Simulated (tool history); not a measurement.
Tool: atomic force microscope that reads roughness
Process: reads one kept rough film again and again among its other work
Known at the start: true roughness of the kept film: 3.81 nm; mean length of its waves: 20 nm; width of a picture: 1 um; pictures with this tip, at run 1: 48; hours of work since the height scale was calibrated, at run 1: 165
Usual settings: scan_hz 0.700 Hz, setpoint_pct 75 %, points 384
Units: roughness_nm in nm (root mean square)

run   hour  scan_hz  setpoint_pct  points  pictures with this tip  hours of work since the height scale was calibrated  roughness_nm
  1    0.0    0.700            75     384                      48                                                  165         2.681
  2   16.0    0.700            75     384                      65                                                  172         2.563
      18.3  -- new tip fitted
  3   33.1    0.700            75     384                      17                                                  180         2.852
  4   49.6    1.018            75     384                      35                                                  188         2.671
  5   73.3    0.700            65     384                      61                                                  199         2.582
      79.7  -- new tip fitted
  6   98.8    0.700            65     384                      21                                                  211         2.902
  7  127.7    0.700            65     384                      53                                                  224         2.688
     141.1  -- new tip fitted
  8  152.7    0.700            65     292                      13                                                  236         2.913
  9  181.6    2.718            65     292                      45                                                  249         2.516
 10  194.2    3.588            75     384                      59                                                  255         2.220
     197.2  -- height scale calibrated on a step standard
     203.5  -- new tip fitted
 11  223.7    3.588            75     384                      22                                                   12         2.409
 12  245.5    1.816            82     390                      46                                                   22         2.385
     260.7  -- height scale calibrated on a step standard, once more
     265.9  -- new tip fitted
 13  268.9    2.262            75     928                       3                                                    4         2.788
 14  297.4    0.840            75     824                      34                                                   17         2.776
 15  320.0    0.753            69     824                      59                                                   27         2.665
     328.0  -- new tip fitted
 16  333.7    0.753            69     824                       7                                                   34         3.023
 17  353.9    1.083            84     824                      29                                                   43         2.666
 18  376.2    1.083            84     824                      53                                                   54         2.510
     389.4  -- new tip fitted
 19  394.2    0.501            70     384                       6                                                   62         3.037
 20  410.8    0.501            70     384                      24                                                   69         2.859
 21  435.4    0.501            81     321                      51                                                   81         2.616
     451.4  -- new tip fitted
 22  464.5    0.700            68     779                      15                                                   94         2.953

5 ways to go on from here, each from the tool as it stands after run 22. What would each give?
  A  491.9    1.220            66     263                      45                                                  107             ?
  B  491.9    1.119            62     708                      45                                                  107             ?
  C  491.9    1.045            73     531                      45                                                  107             ?
  D  491.9    0.700            75     681                      45                                                  107             ?
  E  491.9    0.700            73     384                      45                                                  107             ?

run  roughness_nm
  A         2.608
  B         2.723
  C         2.654
  D         2.703
  E         2.674
Without the tool's hidden state the same runs would have given:
run  roughness_nm
  A         2.964
  B         3.093
  C         3.014
  D         3.070
  E         3.038

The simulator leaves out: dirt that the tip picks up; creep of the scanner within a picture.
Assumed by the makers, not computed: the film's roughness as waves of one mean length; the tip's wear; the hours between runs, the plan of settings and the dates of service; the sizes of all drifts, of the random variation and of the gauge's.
